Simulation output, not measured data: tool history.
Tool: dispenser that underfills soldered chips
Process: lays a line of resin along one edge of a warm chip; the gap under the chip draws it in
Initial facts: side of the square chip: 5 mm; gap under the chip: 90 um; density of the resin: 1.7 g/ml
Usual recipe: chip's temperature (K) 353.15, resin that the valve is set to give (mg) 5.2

| run | hour | chip's temperature (K) | resin that the valve is set to give (mg) | time until the resin shows at the far edge (s) | resin that the valve gave (mg) |
|---|---|---|---|---|---|
| 1 | 0 | 353.15 | 5.2 | 34.2 | 4.94 |
|  | 8.9 | new syringe of resin |
| 2 | 10.9 | 365.15 | 5.2 | 16.1 | 4.91 |
|  | 21.5 | new syringe of resin |
| 3 | 26.5 | 365.15 | 5.2 | 18.8 | 4.63 |
|  | 34.5 | new syringe of resin |
| 4 | 39.7 | 353.15 | 4.64 | 36.6 | 4.09 |
| 5 | 46.4 | 353.15 | 4.64 | 56.2 | 4.14 |
|  | 47.4 | new syringe of resin |
| 6 | 55.2 | 353.15 | 5.58 | 40.4 | 4.97 |
|  | 59.8 | new syringe of resin |
|  | 66 | dispensing valve cleaned and set on the balance |
| 7 | 69.4 | 353.15 | 5.58 | 40.9 | 5.53 |
|  | 73.7 | new syringe of resin |
| 8 | 79 | 353.15 | 5.2 | 34.8 | 5.22 |
|  | 85.9 | new syringe of resin |
| 9 | 85.9 | 353.15 | 5.2 | 24.7 | 5.19 |
| 10 | 93.2 | 353.15 | 5.2 | 38.3 | 5.12 |
|  | 98.7 | new syringe of resin |
| 11 | 107.9 | 356.15 | 5.2 | 37.3 | 5.09 |
|  | 111.1 | new syringe of resin |
| 12 | 122.8 | 353.15 | 5.2 | 50.8 | 5.01 |
|  | 123.9 | new syringe of resin |
|  | 136.8 | new syringe of resin |
| 13 | 137.3 | 353.15 | 5.2 | 26.1 | 4.99 |
| 14 | 148.5 | 353.15 | 5.2 | 50.6 | 4.98 |
|  | 150 | new syringe of resin |
| 15 | 155.7 | 353.15 | 6.12 | 34.7 | 5.78 |
|  | 162.7 | new syringe of resin |
| 16 | 164.2 | 353.15 | 5.2 | 28.1 | 4.91 |
| 17 | 173.9 | 353.15 | 5.2 | 49.1 | 4.9 |
|  | 175.4 | new syringe of resin |
|  | 188.3 | new syringe of resin |
| 18 | 189.7 | 363.15 | 4.55 | 17.8 | 4.23 |
| 19 | 197.1 | 350.15 | 5.32 | 49.4 | 4.83 |
|  | 201.2 | new syringe of resin |
| 20 | 206.3 | 350.15 | 5.32 | 39.4 | 4.83 |
|  | 214.1 | new syringe of resin |
| 21 | 217.6 | 355.15 | 5.48 | 27.3 | 4.86 |
|  | 227.1 | new syringe of resin |
| 22 | 232.4 | 355.15 | 6.68 | 29.2 | 5.92 |
|  | 237.3 | dispensing valve cleaned and set on the balance |
|  | 240.8 | new syringe of resin |
| 23 | 240.8 | 355.15 | 6.68 | 21.5 | 6.66 |
|  | 253 | new syringe of resin |
| 24 | 255.8 | 362.15 | 4.85 | 19.3 | 4.84 |
| 25 | 263.3 | 362.15 | 6.45 | 27.9 | 6.37 |

What will run 26 give?
|  | 266 | new syringe of resin |
| 26 | 276.5 | 353.15 | 6.42 | ? | ? |

time until the resin shows at the far edge (s): 43.8
resin that the valve gave (mg): 6.27
The same run, on a tool lacking any hidden state, would have yielded time until the resin shows at the far edge (s) 24.9, resin that the valve gave (mg) 6.42.
